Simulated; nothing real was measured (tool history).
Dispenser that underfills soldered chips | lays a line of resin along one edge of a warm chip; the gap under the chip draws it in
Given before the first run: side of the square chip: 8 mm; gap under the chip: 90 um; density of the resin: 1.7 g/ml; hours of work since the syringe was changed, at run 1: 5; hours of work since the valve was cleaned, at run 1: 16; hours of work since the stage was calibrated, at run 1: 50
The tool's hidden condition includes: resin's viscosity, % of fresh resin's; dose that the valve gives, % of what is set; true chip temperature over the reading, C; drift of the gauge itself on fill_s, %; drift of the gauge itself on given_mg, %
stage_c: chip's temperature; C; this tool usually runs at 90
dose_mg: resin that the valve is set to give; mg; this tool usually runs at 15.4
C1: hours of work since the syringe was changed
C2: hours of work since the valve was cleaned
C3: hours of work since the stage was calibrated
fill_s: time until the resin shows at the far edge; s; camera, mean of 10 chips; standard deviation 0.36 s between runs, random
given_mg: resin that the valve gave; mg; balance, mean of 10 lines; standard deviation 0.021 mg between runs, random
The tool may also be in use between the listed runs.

Run 1, hour 0.0: usual settings; C1 5; C2 16; C3 50. Result: fill_s 24.0 s, given_mg 15.24 mg.
Run 2, hour 3.4: usual settings; C1 7; C2 18; C3 52. Result: fill_s 27.1 s, given_mg 15.24 mg.
At hour 5.8: new syringe of resin.
Run 3, hour 6.0: usual settings; C1 0; C2 20; C3 53. Result: fill_s 20.4 s, given_mg 15.23 mg.
Run 4, hour 10.5: usual settings; C1 3; C2 23; C3 56. Result: fill_s 23.0 s, given_mg 15.19 mg.
Run 5, hour 12.9: usual settings but dose_mg 17.0 mg; C1 4; C2 24; C3 57. Result: fill_s 24.3 s, given_mg 16.75 mg.
Run 6, hour 16.5: usual settings but dose_mg 17.0 mg; C1 7; C2 26; C3 60. Result: fill_s 26.3 s, given_mg 16.68 mg.
At hour 19.0: new syringe of resin.
Run 7, hour 19.0: usual settings but stage_c 103 C; C1 0; C2 28; C3 61. Result: fill_s 14.3 s, given_mg 15.14 mg.
Run 8, hour 22.3: usual settings but stage_c 103 C; C1 2; C2 30; C3 63. Result: fill_s 16.1 s, given_mg 15.10 mg.
Run 9, hour 26.6: usual settings but stage_c 103 C; C1 5; C2 32; C3 66. Result: fill_s 17.0 s, given_mg 15.05 mg.
Run 10, hour 29.6: usual settings but stage_c 103 C, dose_mg 18.9 mg; C1 7; C2 34; C3 68. Result: fill_s 18.8 s, given_mg 18.49 mg.
At hour 32.1: new syringe of resin.
Run 11, hour 32.1: usual settings; C1 0; C2 36; C3 69. Result: fill_s 20.7 s, given_mg 15.10 mg.
Run 12, hour 35.2: usual settings but dose_mg 14.1 mg; C1 2; C2 37; C3 71. Result: fill_s 22.8 s, given_mg 13.76 mg.
Run 13, hour 38.9: usual settings but stage_c 81 C, dose_mg 14.1 mg; C1 4; C2 40; C3 73. Result: fill_s 33.1 s, given_mg 13.79 mg.
Run 14, hour 43.0: usual settings but stage_c 81 C, dose_mg 14.1 mg; C1 7; C2 42; C3 76. Result: fill_s 36.1 s, given_mg 13.77 mg.
At hour 45.4: new syringe of resin.
Run 15, hour 47.3: usual settings but stage_c 80 C, dose_mg 14.1 mg; C1 1; C2 45; C3 78. Result: fill_s 28.3 s, given_mg 13.75 mg.
At hour 51.2: dispensing valve cleaned and set on the balance.
Run 16, hour 52.7: usual settings but stage_c 80 C, dose_mg 14.1 mg; C1 4; C2 1; C3 81. Result: fill_s 32.4 s, given_mg 14.08 mg.
Run 17, hour 56.2: usual settings but stage_c 80 C, dose_mg 14.1 mg; C1 6; C2 3; C3 83. Result: fill_s 34.8 s, given_mg 14.12 mg.
At hour 59.6: new syringe of resin.
Run 18, hour 59.6: usual settings but stage_c 80 C, dose_mg 14.1 mg; C1 0; C2 5; C3 85. Result: fill_s 27.7 s, given_mg 14.05 mg.
Run 19, hour 64.3: usual settings but stage_c 102 C, dose_mg 14.1 mg; C1 3; C2 8; C3 88. Result: fill_s 16.9 s, given_mg 14.06 mg.
Run 20, hour 68.6: usual settings but stage_c 102 C, dose_mg 14.1 mg; C1 6; C2 11; C3 90. Result: fill_s 18.5 s, given_mg 14.00 mg.
Run 21, hour 71.1: usual settings but dose_mg 17.6 mg; C1 7; C2 12; C3 92. Result: fill_s 27.5 s, given_mg 17.47 mg.
At hour 72.9: new syringe of resin.
Run 22, hour 74.8: usual settings but stage_c 102 C, dose_mg 19.4 mg; C1 1; C2 14; C3 94. Result: fill_s 15.5 s, given_mg 19.26 mg.
Run 23, hour 76.9: usual settings but stage_c 104 C, dose_mg 13.8 mg; C1 2; C2 15; C3 95. Result: fill_s 15.5 s, given_mg 13.69 mg.
Run 24, hour 79.8: usual settings but stage_c 86 C, dose_mg 17.6 mg; C1 4; C2 17; C3 97. Result: fill_s 26.3 s, given_mg 17.40 mg.
Run 25, hour 82.2: usual settings but stage_c 86 C, dose_mg 17.6 mg; C1 6; C2 19; C3 99. Result: fill_s 28.9 s, given_mg 17.42 mg.
Run 26, hour 84.7: usual settings but stage_c 77 C, dose_mg 16.1 mg; C1 7; C2 20; C3 100. Result: fill_s 40.1 s, given_mg 15.89 mg.
At hour 86.3: new syringe of resin.
Run 27, hour 89.5: usual settings but stage_c 81 C, dose_mg 19.5 mg; C1 2; C2 23; C3 103. Result: fill_s 27.5 s, given_mg 19.22 mg.
Run 28, hour 92.7: usual settings but stage_c 98 C, dose_mg 14.6 mg; C1 4; C2 25; C3 105. Result: fill_s 20.3 s, given_mg 14.38 mg.
Run 29, hour 97.0: usual settings but stage_c 104 C, dose_mg 17.1 mg; C1 7; C2 28; C3 108. Result: fill_s 18.4 s, given_mg 16.84 mg.
At hour 99.4: new syringe of resin.
Run 30, hour 99.5: usual settings but stage_c 76 C, dose_mg 17.4 mg; C1 0; C2 29; C3 109. Result: fill_s 30.0 s, given_mg 17.11 mg.
Run 31, hour 103.0: usual settings but stage_c 76 C, dose_mg 17.4 mg; C1 2; C2 31; C3 111. Result: fill_s 33.1 s, given_mg 17.06 mg.
Run 32, hour 105.9: usual settings but stage_c 76 C, dose_mg 17.4 mg; C1 4; C2 33; C3 113. Result: fill_s 34.9 s, given_mg 17.07 mg.
Run 33, hour 107.9: usual settings but stage_c 105 C; C1 5; C2 34; C3 114. Result: fill_s 17.2 s, given_mg 15.07 mg.
Run 34, hour 110.8: usual settings but stage_c 104 C, dose_mg 19.2 mg; C1 7; C2 36; C3 116. Result: fill_s 18.5 s, given_mg 18.77 mg.
At hour 112.8: new syringe of resin.
Run 35, hour 115.5: usual settings but dose_mg 19.2 mg; C1 2; C2 39; C3 118. Result: fill_s 20.8 s, given_mg 18.73 mg.
Run 36, hour 117.6: usual settings but stage_c 92 C, dose_mg 17.3 mg; C1 3; C2 40; C3 120. Result: fill_s 21.5 s, given_mg 16.87 mg.

Results for each run, recomputed without the tool's hidden state and with each run's random variation untouched:
run  fill_s  given_mg
  1    19.8     15.38
  2    20.4     15.40
  3    20.1     15.41
  4    20.0     15.40
  5    19.7     17.00
  6    19.3     16.95
  7    14.1     15.39
  8    14.6     15.37
  9    13.6     15.35
 10    13.9     18.88
 11    20.4     15.42
 12    20.6     14.08
 13    27.2     14.13
 14    26.5     14.14
 15    27.2     14.13
 16    27.9     14.09
 17    27.1     14.14
 18    27.7     14.09
 19    14.9     14.12
 20    14.4     14.08
 21    20.2     17.59
 22    14.7     19.43
 23    13.8     13.82
 24    21.7     17.59
 25    22.4     17.62
 26    28.8     16.08
 27    25.1     19.49
 28    17.0     14.61
 29    13.8     17.13
 30    30.0     17.42
 31    30.1     17.40
 32    29.2     17.43
 33    13.7     15.40
 34    13.7     19.20
 35    19.5     19.19
 36    19.0     17.30

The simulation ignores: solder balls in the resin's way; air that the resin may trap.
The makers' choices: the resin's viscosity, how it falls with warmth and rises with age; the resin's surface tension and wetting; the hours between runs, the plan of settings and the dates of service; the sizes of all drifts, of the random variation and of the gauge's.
